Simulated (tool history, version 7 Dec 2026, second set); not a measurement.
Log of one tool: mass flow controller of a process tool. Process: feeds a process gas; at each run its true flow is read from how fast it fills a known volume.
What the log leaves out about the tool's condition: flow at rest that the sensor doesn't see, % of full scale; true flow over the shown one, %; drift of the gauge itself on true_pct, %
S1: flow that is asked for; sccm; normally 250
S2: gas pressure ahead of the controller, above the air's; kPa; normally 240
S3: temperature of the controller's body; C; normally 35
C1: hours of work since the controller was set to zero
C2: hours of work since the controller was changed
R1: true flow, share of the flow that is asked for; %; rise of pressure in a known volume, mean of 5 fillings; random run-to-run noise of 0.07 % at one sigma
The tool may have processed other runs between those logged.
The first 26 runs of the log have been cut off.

{"run": 27, "hour": 1671.0, "S1": 279, "S2": 256, "S3": 33, "C1": 3558, "C2": 3558, "R1": 97.45}
{"run": 28, "hour": 1765.7, "S1": 250, "S2": 167, "S3": 35, "C1": 3620, "C2": 3620, "R1": 97.31}
{"run": 29, "hour": 1857.0, "S1": 126, "S2": 163, "S3": 22, "C1": 3680, "C2": 3680, "R1": 97.84}
{"run": 30, "hour": 1935.3, "S1": 381, "S2": 244, "S3": 35, "C1": 3731, "C2": 3731, "R1": 97.55}
{"run": 31, "hour": 2019.2, "S1": 381, "S2": 244, "S3": 35, "C1": 3786, "C2": 3786, "R1": 97.64}
{"run": 32, "hour": 2071.9, "S1": 381, "S2": 244, "S3": 35, "C1": 3821, "C2": 3821, "R1": 97.61}
{"run": 33, "hour": 2151.0, "S1": 381, "S2": 244, "S3": 35, "C1": 3873, "C2": 3873, "R1": 97.47}
{"run": 34, "hour": 2215.7, "S1": 330, "S2": 242, "S3": 35, "C1": 3915, "C2": 3915, "R1": 97.4}
{"run": 35, "hour": 2259.7, "S1": 330, "S2": 242, "S3": 35, "C1": 3944, "C2": 3944, "R1": 97.51}
{"run": 36, "hour": 2306.3, "S1": 361, "S2": 240, "S3": 35, "C1": 3974, "C2": 3974, "R1": 97.43}
{"run": 37, "hour": 2371.8, "S1": 147, "S2": 240, "S3": 25, "C1": 4017, "C2": 4017, "R1": 97.42}
{"run": 38, "hour": 2470.2, "S1": 151, "S2": 240, "S3": 40, "C1": 4082, "C2": 4082, "R1": 96.66}
{"run": 39, "hour": 2512.3, "S1": 132, "S2": 195, "S3": 35, "C1": 4110, "C2": 4110, "R1": 97.05}
{"run": 40, "hour": 2562.2, "S1": 152, "S2": 157, "S3": 35, "C1": 4142, "C2": 4142, "R1": 97.16}
{"run": 41, "hour": 2640.8, "S1": 152, "S2": 157, "S3": 35, "C1": 4194, "C2": 4194, "R1": 97.05}
{"run": 42, "hour": 2717.2, "S1": 180, "S2": 196, "S3": 32, "C1": 4244, "C2": 4244, "R1": 97.17}
{"run": 43, "hour": 2803.7, "S1": 250, "S2": 257, "S3": 31, "C1": 4301, "C2": 4301, "R1": 97.15}
{"run": 44, "hour": 2847.7, "S1": 250, "S2": 257, "S3": 21, "C1": 4330, "C2": 4330, "R1": 97.44}
{"run": 45, "hour": 2944.6, "S1": 364, "S2": 176, "S3": 20, "C1": 4393, "C2": 4393, "R1": 97.96}
{"run": 46, "hour": 3025.9, "S1": 364, "S2": 176, "S3": 20, "C1": 4446, "C2": 4446, "R1": 98.02}
{"run": 47, "hour": 3078.0, "S1": 364, "S2": 176, "S3": 20, "C1": 4481, "C2": 4481, "R1": 98.09}
{"run": 48, "hour": 3158.1, "S1": 293, "S2": 212, "S3": 20, "C1": 4533, "C2": 4533, "R1": 97.8}

3 options for the next run, each taken on its own from the tool as it stands now. Forecast them:
{"run": "A", "hour": 3236.6, "S1": 368, "S2": 240, "S3": 35, "C1": 4585, "C2": 4585, "R1": "?"}
{"run": "B", "hour": 3236.6, "S1": 56, "S2": 141, "S3": 24, "C1": 4585, "C2": 4585, "R1": "?"}
{"run": "C", "hour": 3236.6, "S1": 134, "S2": 240, "S3": 30, "C1": 4585, "C2": 4585, "R1": "?"}

run=A R1=97.18
run=B R1=98.06
run=C R1=97.07
What these runs would have given with no unlogged condition in the tool:
run=A R1=99.02
run=B R1=98.6
run=C R1=98.5
